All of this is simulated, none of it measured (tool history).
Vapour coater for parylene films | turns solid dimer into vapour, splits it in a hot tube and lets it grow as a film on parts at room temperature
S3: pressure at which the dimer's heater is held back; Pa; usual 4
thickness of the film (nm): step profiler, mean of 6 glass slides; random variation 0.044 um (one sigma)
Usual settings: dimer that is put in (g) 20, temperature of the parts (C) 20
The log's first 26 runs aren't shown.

{"run": 27, "hour": 538.5, "dimer that is put in (g)": 20, "temperature of the parts (C)": 20, "S3": 6.52, "thickness of the film (nm)": 4300}
{"run": 28, "hour": 552.9, "dimer that is put in (g)": 20, "temperature of the parts (C)": 28, "S3": 10.95, "thickness of the film (nm)": 3370}
{"run": 29, "hour": 572.1, "dimer that is put in (g)": 20, "temperature of the parts (C)": 28, "S3": 10.95, "thickness of the film (nm)": 3310}
{"run": 30, "hour": 593.4, "dimer that is put in (g)": 10, "temperature of the parts (C)": 17, "S3": 9.07, "thickness of the film (nm)": 2120}
{"run": 31, "hour": 622.3, "dimer that is put in (g)": 9, "temperature of the parts (C)": 20, "S3": 5.04, "thickness of the film (nm)": 1970}
{"run": 32, "hour": 642.7, "dimer that is put in (g)": 35, "temperature of the parts (C)": 20, "S3": 5.44, "thickness of the film (nm)": 7610}
{"run": 33, "hour": 661.7, "dimer that is put in (g)": 21, "temperature of the parts (C)": 26, "S3": 6.14, "thickness of the film (nm)": 4000}
{"run": 34, "hour": 687.0, "dimer that is put in (g)": 9, "temperature of the parts (C)": 20, "S3": 6.33, "thickness of the film (nm)": 1870}
{"run": 35, "hour": 703.4, "dimer that is put in (g)": 9, "temperature of the parts (C)": 20, "S3": 6.33, "thickness of the film (nm)": 1890}
{"run": 36, "hour": 720.4, "dimer that is put in (g)": 9, "temperature of the parts (C)": 20, "S3": 6.33, "thickness of the film (nm)": 1890}
{"run": 37, "hour": 748.6, "dimer that is put in (g)": 9, "temperature of the parts (C)": 20, "S3": 6.33, "thickness of the film (nm)": 1820}
{"run": 38, "hour": 763.4, "dimer that is put in (g)": 18, "temperature of the parts (C)": 18, "S3": 6.33, "thickness of the film (nm)": 3800}
{"run": 39, "hour": 782.0, "dimer that is put in (g)": 18, "temperature of the parts (C)": 25, "S3": 4, "thickness of the film (nm)": 3650}
{"run": 40, "hour": 807.1, "dimer that is put in (g)": 35, "temperature of the parts (C)": 30, "S3": 3.51, "thickness of the film (nm)": 6550}
{"hour": 815.2, "done": "trap's valve overhauled"}
{"run": 41, "hour": 838.3, "dimer that is put in (g)": 35, "temperature of the parts (C)": 30, "S3": 3.51, "thickness of the film (nm)": 7310}
{"run": 42, "hour": 850.9, "dimer that is put in (g)": 11, "temperature of the parts (C)": 20, "S3": 2.35, "thickness of the film (nm)": 2970}
{"run": 43, "hour": 868.2, "dimer that is put in (g)": 10, "temperature of the parts (C)": 21, "S3": 2.35, "thickness of the film (nm)": 2670}
{"run": 44, "hour": 885.3, "dimer that is put in (g)": 20, "temperature of the parts (C)": 21, "S3": 2.35, "thickness of the film (nm)": 5320}
{"run": 45, "hour": 910.4, "dimer that is put in (g)": 20, "temperature of the parts (C)": 21, "S3": 2.35, "thickness of the film (nm)": 5260}
{"run": 46, "hour": 933.5, "dimer that is put in (g)": 20, "temperature of the parts (C)": 21, "S3": 2.35, "thickness of the film (nm)": 5300}
{"run": 47, "hour": 949.8, "dimer that is put in (g)": 25, "temperature of the parts (C)": 14, "S3": 4.77, "thickness of the film (nm)": 6570}
{"run": 48, "hour": 964.5, "dimer that is put in (g)": 31, "temperature of the parts (C)": 17, "S3": 2.95, "thickness of the film (nm)": 8410}

3 ways to go on from here, each from the tool as it stands after run 48. What would each give?
{"run": "A", "hour": 989.2, "dimer that is put in (g)": 20, "temperature of the parts (C)": 14, "S3": 4, "thickness of the film (nm)": "?"}
{"run": "B", "hour": 989.2, "dimer that is put in (g)": 31, "temperature of the parts (C)": 29, "S3": 2.95, "thickness of the film (nm)": "?"}
{"run": "C", "hour": 989.2, "dimer that is put in (g)": 16, "temperature of the parts (C)": 20, "S3": 10.39, "thickness of the film (nm)": "?"}

run=A thickness_of_the_film_(nm)=5360
run=B thickness_of_the_film_(nm)=6600
run=C thickness_of_the_film_(nm)=3180
Without the tool's hidden state the same runs would have given:
run=A thickness_of_the_film_(nm)=5510
run=B thickness_of_the_film_(nm)=6780
run=C thickness_of_the_film_(nm)=3270
